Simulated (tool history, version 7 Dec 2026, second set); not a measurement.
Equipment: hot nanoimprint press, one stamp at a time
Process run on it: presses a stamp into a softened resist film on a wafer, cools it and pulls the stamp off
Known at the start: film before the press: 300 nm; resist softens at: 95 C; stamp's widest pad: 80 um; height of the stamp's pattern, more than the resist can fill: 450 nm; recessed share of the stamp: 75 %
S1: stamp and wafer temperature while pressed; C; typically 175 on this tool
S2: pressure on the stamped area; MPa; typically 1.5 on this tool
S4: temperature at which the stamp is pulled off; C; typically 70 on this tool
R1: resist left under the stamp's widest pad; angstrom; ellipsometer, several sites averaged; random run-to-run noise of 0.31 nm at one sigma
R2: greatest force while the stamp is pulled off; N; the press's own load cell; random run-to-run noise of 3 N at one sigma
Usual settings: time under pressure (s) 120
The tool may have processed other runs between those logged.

{"run": 1, "day": 0.0, "S1": 175, "S2": 1.5, "time under pressure (s)": 120, "S4": 70, "R1": 1127, "R2": 141}
{"day": 0.908, "done": "plate thermocouple calibrated"}
{"run": 2, "day": 2.212, "S1": 175, "S2": 1.5, "time under pressure (s)": 120, "S4": 70, "R1": 1134, "R2": 143}
{"run": 3, "day": 3.254, "S1": 174, "S2": 1.5, "time under pressure (s)": 120, "S4": 70, "R1": 1186, "R2": 145}
{"run": 4, "day": 4.879, "S1": 174, "S2": 1.5, "time under pressure (s)": 120, "S4": 70, "R1": 1186, "R2": 147}
{"run": 5, "day": 6.396, "S1": 174, "S2": 1.5, "time under pressure (s)": 120, "S4": 70, "R1": 1185, "R2": 143}
{"run": 6, "day": 8.571, "S1": 174, "S2": 1.5, "time under pressure (s)": 120, "S4": 70, "R1": 1177, "R2": 143}
{"run": 7, "day": 9.688, "S1": 174, "S2": 1.5, "time under pressure (s)": 120, "S4": 70, "R1": 1182, "R2": 146}
{"day": 10.9, "done": "press's hydraulic seals changed and the load cell set to zero"}
{"day": 11.471, "done": "stamp cleaned and given a new release coat"}
{"run": 8, "day": 11.717, "S1": 174, "S2": 1.5, "time under pressure (s)": 120, "S4": 70, "R1": 1185, "R2": 141}
{"run": 9, "day": 13.029, "S1": 174, "S2": 1.5, "time under pressure (s)": 120, "S4": 70, "R1": 1177, "R2": 144}
{"run": 10, "day": 14.371, "S1": 174, "S2": 1.5, "time under pressure (s)": 120, "S4": 74, "R1": 1183, "R2": 141}
{"run": 11, "day": 16.333, "S1": 174, "S2": 1.5, "time under pressure (s)": 120, "S4": 74, "R1": 1183, "R2": 131}
{"run": 12, "day": 18.258, "S1": 174, "S2": 1.5, "time under pressure (s)": 120, "S4": 74, "R1": 1183, "R2": 141}
{"run": 13, "day": 19.758, "S1": 174, "S2": 1.5, "time under pressure (s)": 120, "S4": 74, "R1": 1182, "R2": 133}
{"run": 14, "day": 21.871, "S1": 175, "S2": 1.67, "time under pressure (s)": 120, "S4": 70, "R1": 1064, "R2": 143}
{"run": 15, "day": 23.875, "S1": 175, "S2": 1.5, "time under pressure (s)": 120, "S4": 70, "R1": 1129, "R2": 143}
{"run": 16, "day": 25.254, "S1": 175, "S2": 1.18, "time under pressure (s)": 120, "S4": 55, "R1": 1282, "R2": 173}
{"day": 26.129, "done": "stamp cleaned and given a new release coat"}
{"run": 17, "day": 26.612, "S1": 175, "S2": 1.18, "time under pressure (s)": 197, "S4": 76, "R1": 1063, "R2": 129}
{"run": 18, "day": 28.033, "S1": 185, "S2": 1.5, "time under pressure (s)": 120, "S4": 64, "R1": 733, "R2": 156}
{"run": 19, "day": 30.192, "S1": 175, "S2": 2.1, "time under pressure (s)": 181, "S4": 70, "R1": 798, "R2": 145}
{"run": 20, "day": 31.988, "S1": 187, "S2": 1.3, "time under pressure (s)": 221, "S4": 75, "R1": 575, "R2": 138}
{"day": 33.079, "done": "plate thermocouple calibrated"}
{"run": 21, "day": 34.242, "S1": 177, "S2": 1.5, "time under pressure (s)": 120, "S4": 70, "R1": 1031, "R2": 139}
{"run": 22, "day": 35.442, "S1": 175, "S2": 1.95, "time under pressure (s)": 120, "S4": 57, "R1": 980, "R2": 170}
{"run": 23, "day": 37.392, "S1": 175, "S2": 1.5, "time under pressure (s)": 128, "S4": 62, "R1": 1104, "R2": 157}
{"run": 24, "day": 39.346, "S1": 186, "S2": 1.5, "time under pressure (s)": 120, "S4": 70, "R1": 702, "R2": 142}
{"day": 40.946, "done": "stamp cleaned and given a new release coat"}
{"run": 25, "day": 41.367, "S1": 184, "S2": 1.12, "time under pressure (s)": 174, "S4": 63, "R1": 782, "R2": 158}
{"run": 26, "day": 43.404, "S1": 184, "S2": 1.12, "time under pressure (s)": 174, "S4": 63, "R1": 782, "R2": 152}
{"run": 27, "day": 44.712, "S1": 166, "S2": 1.21, "time under pressure (s)": 162, "S4": 70, "R1": 1697, "R2": 144}
{"day": 46.508, "done": "press's hydraulic seals changed and the load cell set to zero"}
{"run": 28, "day": 46.662, "S1": 175, "S2": 1.5, "time under pressure (s)": 115, "S4": 69, "R1": 1144, "R2": 147}
{"run": 29, "day": 48.492, "S1": 175, "S2": 1.5, "time under pressure (s)": 115, "S4": 69, "R1": 1147, "R2": 145}
{"run": 30, "day": 49.5, "S1": 172, "S2": 1.5, "time under pressure (s)": 95, "S4": 68, "R1": 1401, "R2": 154}

Alternative continuations, all from the tool just after run 30; predict every row:
{"run": "A", "day": 50.808, "S1": 166, "S2": 2.14, "time under pressure (s)": 124, "S4": 68, "R1": "?", "R2": "?"}
{"run": "B", "day": 50.808, "S1": 164, "S2": 1.5, "time under pressure (s)": 120, "S4": 70, "R1": "?", "R2": "?"}
{"run": "C", "day": 50.808, "S1": 172, "S2": 1.5, "time under pressure (s)": 111, "S4": 68, "R1": "?", "R2": "?"}

run=A R1=1398 R2=152
run=B R1=1822 R2=146
run=C R1=1325 R2=150
What these runs would have given with no unlogged condition in the tool:
run=A R1=1400 R2=151
run=B R1=1824 R2=144
run=C R1=1327 R2=149
